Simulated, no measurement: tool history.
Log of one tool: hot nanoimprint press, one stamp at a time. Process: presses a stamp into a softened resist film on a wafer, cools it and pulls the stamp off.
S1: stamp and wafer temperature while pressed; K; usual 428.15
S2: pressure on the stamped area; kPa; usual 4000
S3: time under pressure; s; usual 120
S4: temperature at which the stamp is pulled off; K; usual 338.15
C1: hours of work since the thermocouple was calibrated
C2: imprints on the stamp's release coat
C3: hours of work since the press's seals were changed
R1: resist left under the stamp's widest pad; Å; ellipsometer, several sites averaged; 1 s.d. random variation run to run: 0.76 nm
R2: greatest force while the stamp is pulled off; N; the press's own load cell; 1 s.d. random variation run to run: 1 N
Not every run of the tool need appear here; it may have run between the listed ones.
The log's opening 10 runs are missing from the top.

run,hour,S1,S2,S3,S4,C1,C2,C3,R1,R2
11,152.5,428.15,4370,120,338.15,194,549,465,2916,123
12,170.7,428.15,4000,120,338.15,208,619,479,3081,124
# hour 187.8: stamp cleaned and given a new release coat
13,197.7,425.15,4000,120,338.15,224,38,495,3559,123
14,213.8,425.15,4000,120,338.15,237,100,507,3556,121
15,228.9,428.15,2490,120,338.15,248,158,519,3977,122
16,249.0,436.15,4000,120,327.15,264,236,534,2098,151
17,262.3,420.15,4000,97,327.15,274,287,544,4736,152
18,285.3,434.15,2450,120,338.15,292,376,562,3089,124
19,299.6,416.15,2890,85,325.15,303,431,573,6128,158
20,323.8,416.15,2890,85,325.15,321,524,592,6119,158
21,346.1,421.15,2890,85,325.15,339,610,609,5346,159
# hour 365.0: stamp cleaned and given a new release coat
22,372.0,428.15,2650,120,343.15,354,27,624,3875,110
23,395.3,428.15,5610,127,343.15,372,117,642,2481,110
24,407.7,428.15,5610,127,343.15,381,165,652,2484,110
# hour 431.2: press's hydraulic seals changed and the load cell set to zero
25,431.4,419.15,4340,214,340.15,393,225,0,3880,116
26,452.1,419.15,4340,214,340.15,409,305,16,3874,117
27,462.3,434.15,4000,120,338.15,417,344,24,2314,122
28,475.1,428.15,4000,83,338.15,427,393,34,3488,123
# hour 486.5: gauge calibrated
29,493.3,428.15,4000,156,329.15,441,464,48,2805,145
30,512.8,428.15,4000,221,342.15,456,539,63,2503,114

Below are 4 alternative next runs, each starting from the tool's condition after run 30. Predict each:
# hour 525.6: plate thermocouple calibrated
A,535.7,428.15,4000,221,341.15,8,616,78,?,?
# hour 525.6: plate thermocouple calibrated
B,535.7,422.15,4000,120,344.15,8,616,78,?,?
# hour 525.6: plate thermocouple calibrated
C,535.7,435.15,4000,102,342.15,8,616,78,?,?
# hour 525.6: plate thermocouple calibrated
D,535.7,417.15,3320,157,342.15,8,616,78,?,?

run,R1,R2
A,2498,115
B,4063,107
C,2316,111
D,5121,112
Stripped of hidden state, with their random variation kept, the same runs would have yielded:
run,R1,R2
A,2494,115
B,4057,107
C,2313,111
D,5113,112

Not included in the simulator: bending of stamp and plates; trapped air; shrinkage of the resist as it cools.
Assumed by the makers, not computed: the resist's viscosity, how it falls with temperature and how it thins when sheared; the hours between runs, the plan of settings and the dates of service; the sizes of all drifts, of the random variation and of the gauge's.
